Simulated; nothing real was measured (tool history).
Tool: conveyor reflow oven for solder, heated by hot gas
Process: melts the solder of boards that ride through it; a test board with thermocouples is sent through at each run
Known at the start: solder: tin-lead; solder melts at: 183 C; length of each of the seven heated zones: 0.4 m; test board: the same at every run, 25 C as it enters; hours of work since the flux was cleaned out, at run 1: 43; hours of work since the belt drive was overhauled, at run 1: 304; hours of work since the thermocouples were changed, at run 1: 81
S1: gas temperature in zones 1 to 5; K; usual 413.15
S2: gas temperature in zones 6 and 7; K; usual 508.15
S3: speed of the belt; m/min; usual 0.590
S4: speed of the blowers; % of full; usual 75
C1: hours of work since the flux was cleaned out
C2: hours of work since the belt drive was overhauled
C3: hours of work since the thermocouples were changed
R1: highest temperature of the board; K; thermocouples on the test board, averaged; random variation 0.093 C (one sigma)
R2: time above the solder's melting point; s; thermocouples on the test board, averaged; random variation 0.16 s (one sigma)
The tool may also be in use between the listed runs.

run	hour	S1	S2	S3	S4	C1	C2	C3	R1	R2
1	0.0	413.15	508.15	0.590	75	43	304	81	492.46	63.5
2	44.2	413.15	508.15	0.590	75	73	334	111	492.21	63.1
3	77.9	413.15	508.15	0.590	75	96	357	134	492.10	63.5
4	136.6	413.15	508.15	0.590	75	136	397	174	491.70	62.9
# hour 168.7: flux residue cleaned out of gas plates and filters
5	176.3	413.15	508.15	0.590	75	5	421	198	492.76	63.9
6	226.8	399.15	508.15	0.590	75	40	455	232	489.99	56.8
# hour 234.4: belt drive overhauled, speed set with a stopwatch
7	271.8	399.15	508.15	0.590	75	68	25	260	490.05	57.4
8	307.7	412.15	508.15	0.534	75	92	50	285	495.19	73.2
9	364.7	412.15	501.15	0.534	63	131	89	324	485.60	63.9
# hour 404.7: flux residue cleaned out of gas plates and filters
10	404.7	412.15	501.15	0.534	63	0	113	348	486.62	65.0
11	443.9	412.15	501.15	0.534	63	27	139	374	486.61	65.3
12	474.1	411.15	506.15	0.534	86	47	160	395	496.41	74.6
13	512.5	411.15	506.15	0.534	86	73	186	421	496.41	74.6
# hour 545.2: belt drive overhauled, speed set with a stopwatch, once more
14	561.5	411.15	506.15	0.534	86	104	11	452	495.67	72.8

Forecast each of these 3 alternatives for the next run:
A	600.8	422.15	506.15	0.534	86	131	38	478	?	?
B	600.8	413.15	508.15	0.661	75	131	38	478	?	?
C	600.8	414.15	506.15	0.534	83	131	38	478	?	?

run	R1	R2
A	496.89	78.2
B	488.16	52.4
C	495.35	73.7
Without the tool's hidden state the same runs would have given:
run	R1	R2
A	496.74	78.2
B	488.50	52.9
C	495.30	73.8
